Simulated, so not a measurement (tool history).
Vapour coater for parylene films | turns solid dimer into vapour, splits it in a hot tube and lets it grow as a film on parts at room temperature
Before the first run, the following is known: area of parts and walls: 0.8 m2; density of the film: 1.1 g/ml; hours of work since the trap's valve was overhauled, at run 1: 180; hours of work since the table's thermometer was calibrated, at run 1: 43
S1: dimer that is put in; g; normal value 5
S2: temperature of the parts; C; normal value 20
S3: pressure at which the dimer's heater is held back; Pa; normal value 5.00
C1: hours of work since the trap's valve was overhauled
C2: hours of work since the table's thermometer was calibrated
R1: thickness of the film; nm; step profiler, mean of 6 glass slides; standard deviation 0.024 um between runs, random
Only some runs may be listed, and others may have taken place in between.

{"run": 1, "day": 0.0, "S1": 5, "S2": 20, "S3": 5.0, "C1": 180, "C2": 43, "R1": 3460}
{"run": 2, "day": 0.65, "S1": 3, "S2": 20, "S3": 5.0, "C1": 187, "C2": 50, "R1": 2050}
{"run": 3, "day": 1.504, "S1": 3, "S2": 20, "S3": 5.47, "C1": 196, "C2": 59, "R1": 2050}
{"run": 4, "day": 2.188, "S1": 3, "S2": 20, "S3": 2.28, "C1": 203, "C2": 66, "R1": 2160}
{"run": 5, "day": 2.742, "S1": 8, "S2": 20, "S3": 5.0, "C1": 209, "C2": 72, "R1": 5560}
{"run": 6, "day": 3.3, "S1": 8, "S2": 20, "S3": 5.0, "C1": 215, "C2": 78, "R1": 5540}
{"run": 7, "day": 4.0, "S1": 8, "S2": 14, "S3": 5.0, "C1": 223, "C2": 85, "R1": 6630}
{"run": 8, "day": 4.442, "S1": 8, "S2": 14, "S3": 5.0, "C1": 227, "C2": 90, "R1": 6620}
{"run": 9, "day": 5.317, "S1": 8, "S2": 14, "S3": 5.0, "C1": 237, "C2": 99, "R1": 6670}
{"run": 10, "day": 6.154, "S1": 8, "S2": 14, "S3": 5.0, "C1": 245, "C2": 108, "R1": 6640}
{"day": 6.738, "done": "trap's valve overhauled"}
{"run": 11, "day": 7.354, "S1": 8, "S2": 14, "S3": 5.0, "C1": 7, "C2": 119, "R1": 6680}
{"run": 12, "day": 8.012, "S1": 5, "S2": 20, "S3": 5.0, "C1": 14, "C2": 126, "R1": 3460}
{"run": 13, "day": 8.492, "S1": 4, "S2": 30, "S3": 4.82, "C1": 19, "C2": 131, "R1": 2050}
{"run": 14, "day": 9.35, "S1": 2, "S2": 20, "S3": 5.0, "C1": 28, "C2": 140, "R1": 1380}
{"run": 15, "day": 9.838, "S1": 4, "S2": 16, "S3": 9.25, "C1": 33, "C2": 146, "R1": 3030}
{"run": 16, "day": 10.842, "S1": 5, "S2": 20, "S3": 7.32, "C1": 44, "C2": 156, "R1": 3360}
{"run": 17, "day": 11.692, "S1": 5, "S2": 19, "S3": 3.92, "C1": 53, "C2": 165, "R1": 3620}
{"run": 18, "day": 12.292, "S1": 5, "S2": 19, "S3": 3.92, "C1": 59, "C2": 172, "R1": 3610}
{"run": 19, "day": 13.175, "S1": 5, "S2": 21, "S3": 5.0, "C1": 69, "C2": 181, "R1": 3380}
{"run": 20, "day": 13.762, "S1": 5, "S2": 21, "S3": 5.0, "C1": 75, "C2": 187, "R1": 3360}
{"run": 21, "day": 14.55, "S1": 2, "S2": 15, "S3": 5.0, "C1": 83, "C2": 196, "R1": 1620}
{"run": 22, "day": 15.2, "S1": 5, "S2": 16, "S3": 4.25, "C1": 90, "C2": 203, "R1": 3950}
{"run": 23, "day": 15.742, "S1": 5, "S2": 16, "S3": 4.25, "C1": 96, "C2": 209, "R1": 3990}

Had the tool no unlogged condition, and each run kept its random variation, what would the results have been?
Hidden state present: vapour lost through the trap's worn valve, %; true temperature of the parts over the reading, C; drift of the gauge itself on film_um, %.
run=1 R1=3470
run=2 R1=2050
run=3 R1=2060
run=4 R1=2170
run=5 R1=5580
run=6 R1=5560
run=7 R1=6660
run=8 R1=6650
run=9 R1=6700
run=10 R1=6660
run=11 R1=6690
run=12 R1=3470
run=13 R1=2050
run=14 R1=1390
run=15 R1=3030
run=16 R1=3370
run=17 R1=3620
run=18 R1=3620
run=19 R1=3380
run=20 R1=3370
run=21 R1=1630
run=22 R1=3960
run=23 R1=4000
